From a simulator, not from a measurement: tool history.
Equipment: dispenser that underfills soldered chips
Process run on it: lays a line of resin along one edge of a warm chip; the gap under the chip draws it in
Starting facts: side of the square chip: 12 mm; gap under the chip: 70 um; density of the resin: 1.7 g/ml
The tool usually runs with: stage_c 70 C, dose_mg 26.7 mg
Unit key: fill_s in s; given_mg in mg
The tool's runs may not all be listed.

{"run": 1, "hour": 0.0, "stage_c": 70, "dose_mg": 26.7, "fill_s": 53.9, "given_mg": 26.61}
{"hour": 7.2, "done": "new syringe of resin"}
{"run": 2, "hour": 7.3, "stage_c": 70, "dose_mg": 26.7, "fill_s": 44.5, "given_mg": 26.63}
{"run": 3, "hour": 15.8, "stage_c": 70, "dose_mg": 26.7, "fill_s": 56.8, "given_mg": 26.54}
{"hour": 20.2, "done": "new syringe of resin"}
{"run": 4, "hour": 28.3, "stage_c": 70, "dose_mg": 26.7, "fill_s": 56.4, "given_mg": 26.16}
{"hour": 32.7, "done": "new syringe of resin"}
{"run": 5, "hour": 42.6, "stage_c": 70, "dose_mg": 26.7, "fill_s": 59.7, "given_mg": 26.19}
{"hour": 46.4, "done": "new syringe of resin"}
{"run": 6, "hour": 50.7, "stage_c": 70, "dose_mg": 26.7, "fill_s": 51.3, "given_mg": 25.87}
{"run": 7, "hour": 58.0, "stage_c": 78, "dose_mg": 25.3, "fill_s": 49.8, "given_mg": 24.51}
{"hour": 59.6, "done": "new syringe of resin"}
{"hour": 70.8, "done": "dispensing valve cleaned and set on the balance"}
{"run": 8, "hour": 70.8, "stage_c": 78, "dose_mg": 25.3, "fill_s": 46.3, "given_mg": 25.28}
{"hour": 73.8, "done": "new syringe of resin"}
{"run": 9, "hour": 86.0, "stage_c": 78, "dose_mg": 31.5, "fill_s": 49.1, "given_mg": 31.33}
{"hour": 87.3, "done": "new syringe of resin"}
{"run": 10, "hour": 94.5, "stage_c": 81, "dose_mg": 27.1, "fill_s": 37.7, "given_mg": 26.66}
{"hour": 100.5, "done": "new syringe of resin"}
{"run": 11, "hour": 102.9, "stage_c": 77, "dose_mg": 27.1, "fill_s": 37.8, "given_mg": 26.66}

Forecast each of these 5 alternatives for the next run:
{"hour": 113.0, "done": "new syringe of resin"}
{"run": "A", "hour": 114.3, "stage_c": 77, "dose_mg": 26.9, "fill_s": "?", "given_mg": "?"}
{"hour": 113.0, "done": "new syringe of resin"}
{"run": "B", "hour": 114.3, "stage_c": 68, "dose_mg": 27.4, "fill_s": "?", "given_mg": "?"}
{"hour": 113.0, "done": "new syringe of resin"}
{"run": "C", "hour": 114.3, "stage_c": 68, "dose_mg": 26.4, "fill_s": "?", "given_mg": "?"}
{"hour": 113.0, "done": "new syringe of resin"}
{"run": "D", "hour": 114.3, "stage_c": 83, "dose_mg": 26.9, "fill_s": "?", "given_mg": "?"}
{"hour": 113.0, "done": "new syringe of resin"}
{"run": "E", "hour": 114.3, "stage_c": 61, "dose_mg": 32.7, "fill_s": "?", "given_mg": "?"}

run=A fill_s=36.3 given_mg=26.27
run=B fill_s=48.5 given_mg=26.67
run=C fill_s=49.7 given_mg=25.67
run=D fill_s=28.8 given_mg=26.33
run=E fill_s=62.3 given_mg=31.9
Without the tool's unlogged condition, the same runs would have read:
run=A fill_s=33.8 given_mg=26.88
run=B fill_s=45 given_mg=27.3
run=C fill_s=46.1 given_mg=26.27
run=D fill_s=26.8 given_mg=26.94
run=E fill_s=57.8 given_mg=32.64
